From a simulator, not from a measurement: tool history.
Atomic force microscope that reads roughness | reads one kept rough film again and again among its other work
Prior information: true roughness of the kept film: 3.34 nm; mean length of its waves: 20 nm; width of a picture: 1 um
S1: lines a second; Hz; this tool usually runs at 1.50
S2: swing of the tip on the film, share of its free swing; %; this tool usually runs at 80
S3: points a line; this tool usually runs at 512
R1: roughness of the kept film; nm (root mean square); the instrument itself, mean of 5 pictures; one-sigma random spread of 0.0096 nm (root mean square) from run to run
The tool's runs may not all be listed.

{"run": 1, "hour": 0.0, "S1": 1.5, "S2": 80, "S3": 512, "R1": 1.598}
{"hour": 30.8, "done": "new tip fitted"}
{"run": 2, "hour": 40.8, "S1": 1.5, "S2": 80, "S3": 512, "R1": 2.087}
{"run": 3, "hour": 95.7, "S1": 1.5, "S2": 80, "S3": 512, "R1": 1.642}
{"hour": 131.9, "done": "new tip fitted"}
{"run": 4, "hour": 139.0, "S1": 1.5, "S2": 80, "S3": 512, "R1": 2.127}
{"run": 5, "hour": 186.5, "S1": 1.5, "S2": 80, "S3": 512, "R1": 1.741}
{"hour": 231.1, "done": "new tip fitted"}
{"run": 6, "hour": 231.8, "S1": 1.5, "S2": 80, "S3": 790, "R1": 2.201}
{"run": 7, "hour": 260.1, "S1": 2.87, "S2": 80, "S3": 790, "R1": 1.716}
{"run": 8, "hour": 302.6, "S1": 2.87, "S2": 80, "S3": 790, "R1": 1.464}
{"hour": 334.2, "done": "new tip fitted"}
{"run": 9, "hour": 357.5, "S1": 2.87, "S2": 80, "S3": 790, "R1": 1.798}
{"run": 10, "hour": 409.3, "S1": 0.78, "S2": 80, "S3": 512, "R1": 1.747}
{"hour": 434.9, "done": "new tip fitted"}
{"run": 11, "hour": 444.8, "S1": 0.78, "S2": 80, "S3": 512, "R1": 2.167}
{"run": 12, "hour": 488.3, "S1": 0.78, "S2": 80, "S3": 512, "R1": 1.806}
{"hour": 535.3, "done": "new tip fitted"}
{"run": 13, "hour": 548.7, "S1": 0.78, "S2": 83, "S3": 512, "R1": 2.159}
{"run": 14, "hour": 591.2, "S1": 1.5, "S2": 69, "S3": 545, "R1": 1.821}
{"hour": 597.2, "done": "height scale calibrated on a step standard"}
{"run": 15, "hour": 621.3, "S1": 1.5, "S2": 69, "S3": 545, "R1": 1.608}
{"hour": 637.5, "done": "new tip fitted"}
{"run": 16, "hour": 657.8, "S1": 2.19, "S2": 73, "S3": 332, "R1": 1.985}
{"run": 17, "hour": 691.7, "S1": 1.76, "S2": 77, "S3": 512, "R1": 1.765}
{"hour": 737.1, "done": "new tip fitted"}
{"run": 18, "hour": 749.6, "S1": 0.69, "S2": 59, "S3": 264, "R1": 2.275}
{"run": 19, "hour": 793.4, "S1": 2.87, "S2": 78, "S3": 264, "R1": 1.565}
{"run": 20, "hour": 824.0, "S1": 2.87, "S2": 78, "S3": 264, "R1": 1.387}
{"hour": 836.4, "done": "new tip fitted"}
{"hour": 874.2, "done": "height scale calibrated on a step standard, once more"}
{"run": 21, "hour": 874.2, "S1": 0.67, "S2": 76, "S3": 264, "R1": 1.967}
{"run": 22, "hour": 912.8, "S1": 0.91, "S2": 76, "S3": 831, "R1": 1.738}
{"hour": 937.0, "done": "new tip fitted"}
{"run": 23, "hour": 969.1, "S1": 0.63, "S2": 76, "S3": 831, "R1": 2.062}
{"run": 24, "hour": 1029.1, "S1": 0.63, "S2": 76, "S3": 831, "R1": 1.646}
{"hour": 1039.3, "done": "new tip fitted"}
{"run": 25, "hour": 1075.5, "S1": 0.69, "S2": 78, "S3": 512, "R1": 2.002}

Branching from run 25: 5 alternative next runs. What would each branch give?
{"run": "A", "hour": 1105.3, "S1": 1.61, "S2": 80, "S3": 512, "R1": "?"}
{"run": "B", "hour": 1105.3, "S1": 1.38, "S2": 80, "S3": 512, "R1": "?"}
{"run": "C", "hour": 1105.3, "S1": 3.63, "S2": 73, "S3": 512, "R1": "?"}
{"run": "D", "hour": 1105.3, "S1": 1.5, "S2": 55, "S3": 318, "R1": "?"}
{"run": "E", "hour": 1105.3, "S1": 0.69, "S2": 78, "S3": 826, "R1": "?"}

run=A R1=1.629
run=B R1=1.663
run=C R1=1.519
run=D R1=1.789
run=E R1=1.810
Without the tool's hidden state the same runs would have given:
run=A R1=2.153
run=B R1=2.199
run=C R1=2.009
run=D R1=2.362
run=E R1=2.390
